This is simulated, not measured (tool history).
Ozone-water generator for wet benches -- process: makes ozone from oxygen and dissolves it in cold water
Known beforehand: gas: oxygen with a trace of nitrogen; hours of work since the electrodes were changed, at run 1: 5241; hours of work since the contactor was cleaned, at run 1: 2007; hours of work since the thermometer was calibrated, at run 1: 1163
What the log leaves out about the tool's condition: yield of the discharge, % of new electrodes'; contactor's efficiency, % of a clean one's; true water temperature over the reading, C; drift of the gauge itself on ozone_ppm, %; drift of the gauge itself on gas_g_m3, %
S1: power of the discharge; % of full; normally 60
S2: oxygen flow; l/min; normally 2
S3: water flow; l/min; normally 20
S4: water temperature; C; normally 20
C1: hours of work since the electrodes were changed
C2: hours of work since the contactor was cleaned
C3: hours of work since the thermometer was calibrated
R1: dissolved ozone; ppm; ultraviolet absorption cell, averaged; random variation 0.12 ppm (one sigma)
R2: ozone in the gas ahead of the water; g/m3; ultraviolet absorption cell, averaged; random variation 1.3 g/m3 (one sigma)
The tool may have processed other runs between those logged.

| run | hour | S1 | S2 | S3 | S4 | C1 | C2 | C3 | R1 | R2 |
|---|---|---|---|---|---|---|---|---|---|---|
| 1 | 0 | 60 | 2 | 20 | 20 | 5241 | 2007 | 1163 | 10.9 | 230.1 |
| 2 | 103.5 | 60 | 2 | 20 | 20 | 5336 | 2103 | 1258 | 11 | 231.6 |
| 3 | 182.6 | 60 | 2 | 20 | 21 | 5409 | 2175 | 1330 | 10.8 | 231.1 |
| 4 | 285.8 | 60 | 2 | 20 | 21 | 5504 | 2270 | 1425 | 10.7 | 232.1 |
| 5 | 389.9 | 60 | 2 | 20 | 21 | 5600 | 2366 | 1521 | 10.7 | 228.5 |
| 6 | 470.4 | 60 | 2 | 20 | 21 | 5674 | 2440 | 1595 | 10.9 | 230 |
| 7 | 615.6 | 60 | 2 | 20 | 21 | 5807 | 2574 | 1729 | 10.7 | 230.3 |
| 8 | 701.4 | 60 | 2 | 20 | 26 | 5886 | 2653 | 1808 | 10.2 | 228.6 |
| 9 | 835.2 | 60 | 2 | 20 | 26 | 6009 | 2776 | 1931 | 10.4 | 228.4 |
| 10 | 955.1 | 60 | 2 | 20 | 26 | 6120 | 2886 | 2041 | 10.2 | 231 |
| 11 | 1016.8 | 60 | 2 | 20 | 20 | 6176 | 2943 | 2098 | 11 | 228.5 |
| 12 | 1083.3 | 68 | 2 | 20 | 20 | 6238 | 3004 | 2159 | 12.1 | 256.3 |
| 13 | 1162.1 | 68 | 2 | 20 | 20 | 6310 | 3076 | 2232 | 12.2 | 258.1 |
| 14 | 1226.1 | 60 | 2 | 20 | 20 | 6369 | 3135 | 2290 | 11 | 229.8 |
| 15 | 1342.6 | 60 | 2 | 27 | 20 | 6476 | 3242 | 2397 | 7.7 | 226.7 |
| 16 | 1491 | 60 | 2 | 27 | 20 | 6612 | 3379 | 2534 | 7.9 | 227.8 |
| 17 | 1623 | 52 | 1.53 | 23 | 17 | 6734 | 3500 | 2655 | 7.2 | 218.8 |
| 18 | 1765.1 | 52 | 1.53 | 23 | 17 | 6865 | 3631 | 2786 | 7.4 | 217.6 |
| 19 | 1874.2 | 52 | 2.4 | 23 | 21 | 6965 | 3731 | 2886 | 8.8 | 187.3 |
| 20 | 1997.3 | 68 | 1.67 | 25 | 15 | 7078 | 3845 | 3000 | 9.1 | 270.2 |
| 21 | 2093.6 | 68 | 1.67 | 25 | 15 | 7167 | 3933 | 3088 | 9.1 | 269.8 |
| 22 | 2220 | 68 | 1.67 | 25 | 15 | 7283 | 4049 | 3205 | 9 | 272.3 |
| 23 | 2327.3 | 46 | 2 | 30 | 13 | 7382 | 4148 | 3303 | 5.6 | 179.4 |
| 24 | 2407.3 | 46 | 3.48 | 30 | 13 | 7455 | 4222 | 3377 | 7.2 | 144.5 |
| 25 | 2526.6 | 81 | 3.48 | 16 | 21 | 7565 | 4332 | 3487 | 21.1 | 246.2 |
| 26 | 2587.5 | 81 | 2.51 | 20 | 21 | 7621 | 4388 | 3543 | 15.7 | 278.3 |
| 27 | 2730.7 | 60 | 1.86 | 20 | 15 | 7753 | 4519 | 3674 | 10.9 | 233.7 |
| 28 | 2844.2 | 60 | 1.86 | 20 | 26 | 7857 | 4624 | 3779 | 10.3 | 233.4 |
|  | 2901.4 | water thermometer calibrated |
| 29 | 2909.3 | 97 | 2 | 27 | 20 | 7917 | 4683 | 7 | 12.1 | 351.1 |
| 30 | 3000.3 | 43 | 1.22 | 15 | 25 | 8000 | 4767 | 91 | 8.6 | 200 |
| 31 | 3071.4 | 43 | 1.22 | 15 | 25 | 8066 | 4832 | 156 | 8.6 | 197.5 |
| 32 | 3170.5 | 80 | 3.43 | 13 | 17 | 8157 | 4923 | 247 | 26.5 | 244.8 |

What if the next run were any one of these 5? Each begins from the tool's condition after run 32:
| A | 3235.3 | 96 | 2 | 22 | 13 | 8217 | 4983 | 307 | ? | ? |
| B | 3235.3 | 60 | 2 | 29 | 20 | 8217 | 4983 | 307 | ? | ? |
| C | 3235.3 | 60 | 2.54 | 30 | 23 | 8217 | 4983 | 307 | ? | ? |
| D | 3235.3 | 80 | 3.43 | 13 | 17 | 8217 | 4983 | 307 | ? | ? |
| E | 3235.3 | 80 | 2 | 14 | 20 | 8217 | 4983 | 307 | ? | ? |

| run | R1 | R2 |
|---|---|---|
| A | 15.9 | 343.1 |
| B | 7.3 | 224.7 |
| C | 7.3 | 206.7 |
| D | 26.1 | 244.3 |
| E | 20.5 | 294.5 |
With no hidden state in the tool, these same runs would have given:
| run | R1 | R2 |
|---|---|---|
| A | 15.9 | 352.5 |
| B | 7.3 | 230.7 |
| C | 7.4 | 212.2 |
| D | 26.2 | 250.9 |
| E | 20.6 | 302.4 |
